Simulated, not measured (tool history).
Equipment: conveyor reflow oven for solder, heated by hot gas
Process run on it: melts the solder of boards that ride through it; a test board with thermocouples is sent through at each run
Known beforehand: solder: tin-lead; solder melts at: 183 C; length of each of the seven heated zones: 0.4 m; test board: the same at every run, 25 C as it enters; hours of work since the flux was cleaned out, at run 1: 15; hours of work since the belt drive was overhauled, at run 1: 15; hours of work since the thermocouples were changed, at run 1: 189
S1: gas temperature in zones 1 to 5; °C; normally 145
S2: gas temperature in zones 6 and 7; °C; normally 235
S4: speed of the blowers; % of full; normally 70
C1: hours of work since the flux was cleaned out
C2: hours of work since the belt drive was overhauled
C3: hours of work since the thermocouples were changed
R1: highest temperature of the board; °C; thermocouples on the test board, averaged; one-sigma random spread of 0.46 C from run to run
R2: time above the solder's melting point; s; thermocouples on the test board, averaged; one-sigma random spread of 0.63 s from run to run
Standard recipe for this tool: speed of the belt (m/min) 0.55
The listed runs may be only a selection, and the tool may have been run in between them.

run 1 day=0 | S1=145 S2=235 speed_of_the_belt_(m/min)=0.55 S4=70 | C1=15 C2=15 C3=189 | R1=218.5 R2=68.3
run 2 day=0.296 | S1=145 S2=235 speed_of_the_belt_(m/min)=0.593 S4=70 | C1=19 C2=19 C3=193 | R1=215.3 R2=61.6
run 3 day=0.508 | S1=145 S2=235 speed_of_the_belt_(m/min)=0.55 S4=54 | C1=22 C2=22 C3=196 | R1=212.4 R2=62.9
run 4 day=0.85 | S1=145 S2=235 speed_of_the_belt_(m/min)=0.55 S4=54 | C1=26 C2=26 C3=200 | R1=213.1 R2=62.2
run 5 day=1.267 | S1=145 S2=235 speed_of_the_belt_(m/min)=0.561 S4=70 | C1=32 C2=32 C3=205 | R1=217.9 R2=66.9
run 6 day=1.617 | S1=145 S2=235 speed_of_the_belt_(m/min)=0.561 S4=70 | C1=36 C2=36 C3=210 | R1=216.7 R2=65.6
run 7 day=2.071 | S1=160 S2=244 speed_of_the_belt_(m/min)=0.567 S4=55 | C1=42 C2=42 C3=216 | R1=223.2 R2=76.8
run 8 day=2.529 | S1=160 S2=244 speed_of_the_belt_(m/min)=0.567 S4=50 | C1=48 C2=48 C3=222 | R1=220.4 R2=74.7
run 9 day=2.912 | S1=145 S2=235 speed_of_the_belt_(m/min)=0.55 S4=89 | C1=53 C2=53 C3=227 | R1=222 R2=72.5
run 10 day=3.225 | S1=145 S2=235 speed_of_the_belt_(m/min)=0.55 S4=89 | C1=57 C2=57 C3=231 | R1=221.4 R2=72.3
run 11 day=3.429 | S1=145 S2=235 speed_of_the_belt_(m/min)=0.479 S4=70 | C1=60 C2=60 C3=233 | R1=221.3 R2=83.8

Alternative continuations, all from the tool just after run 11; predict every row:
run A day=3.662 | S1=145 S2=248 speed_of_the_belt_(m/min)=0.55 S4=70 | C1=63 C2=63 C3=236 | R1=? R2=?
run B day=3.662 | S1=152 S2=235 speed_of_the_belt_(m/min)=0.654 S4=51 | C1=63 C2=63 C3=236 | R1=? R2=?
run C day=3.662 | S1=148 S2=235 speed_of_the_belt_(m/min)=0.479 S4=70 | C1=63 C2=63 C3=236 | R1=? R2=?
run D day=3.662 | S1=145 S2=245 speed_of_the_belt_(m/min)=0.55 S4=51 | C1=63 C2=63 C3=236 | R1=? R2=?
run E day=3.662 | S1=158 S2=235 speed_of_the_belt_(m/min)=0.529 S4=61 | C1=63 C2=63 C3=236 | R1=? R2=?

run=A R1=228.8 R2=76.1
run=B R1=207 R2=46.6
run=C R1=222 R2=84.9
run=D R1=218.3 R2=68.4
run=E R1=218.5 R2=78.3
Take away the tool's hidden state, keep each run's random variation, and the runs would have read:
run=A R1=230.3 R2=77.1
run=B R1=208.3 R2=48.3
run=C R1=223.3 R2=86
run=D R1=219.6 R2=69.7
run=E R1=219.7 R2=79.4

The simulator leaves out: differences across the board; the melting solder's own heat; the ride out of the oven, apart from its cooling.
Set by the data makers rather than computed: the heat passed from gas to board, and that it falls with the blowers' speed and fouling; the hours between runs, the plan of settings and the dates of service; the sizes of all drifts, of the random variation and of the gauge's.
